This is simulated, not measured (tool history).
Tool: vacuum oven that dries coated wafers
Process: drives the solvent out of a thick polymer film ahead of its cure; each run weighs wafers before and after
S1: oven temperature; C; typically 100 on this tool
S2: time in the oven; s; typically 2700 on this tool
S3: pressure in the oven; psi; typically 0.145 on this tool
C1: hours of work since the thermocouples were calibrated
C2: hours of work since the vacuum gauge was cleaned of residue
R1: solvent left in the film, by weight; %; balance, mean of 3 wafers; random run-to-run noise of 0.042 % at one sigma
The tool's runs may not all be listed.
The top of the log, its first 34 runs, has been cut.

| run | hour | S1 | S2 | S3 | C1 | C2 | R1 |
|---|---|---|---|---|---|---|---|
| 35 | 376.6 | 109 | 2520 | 0.406 | 80 | 473 | 2.84 |
| 36 | 386.4 | 109 | 2520 | 0.406 | 85 | 478 | 2.91 |
| 37 | 397.8 | 99 | 3780 | 0.242 | 91 | 484 | 3.12 |
| 38 | 412.8 | 99 | 3780 | 0.242 | 100 | 492 | 3.09 |
| 39 | 423.7 | 99 | 3780 | 0.242 | 105 | 498 | 3.16 |
| 40 | 434.1 | 99 | 3780 | 0.242 | 111 | 504 | 3.14 |
| 41 | 444.9 | 111 | 1740 | 0.464 | 117 | 510 | 3.6 |
| 42 | 461.7 | 114 | 1620 | 0.464 | 126 | 519 | 3.05 |
| 43 | 471.9 | 100 | 2640 | 0.178 | 132 | 525 | 3.76 |
| 44 | 481.6 | 88 | 3660 | 0.28 | 137 | 530 | 7.86 |
| 45 | 491.9 | 112 | 3120 | 0.28 | 143 | 536 | 1.64 |
| 46 | 500.4 | 104 | 1380 | 0.28 | 147 | 540 | 6.12 |

What if the next run were any one of these 3? Each begins from the tool's condition after run 46:
| A | 516 | 110 | 2700 | 0.161 | 156 | 549 | ? |
| B | 516 | 100 | 1740 | 0.145 | 156 | 549 | ? |
| C | 516 | 110 | 1380 | 0.28 | 156 | 549 | ? |

| run | R1 |
|---|---|
| A | 1.32 |
| B | 5.7 |
| C | 3.97 |
Stripped of hidden state, with their random variation kept, the same runs would have yielded:
| run | R1 |
|---|---|
| A | 1.15 |
| B | 5.52 |
| C | 3.83 |
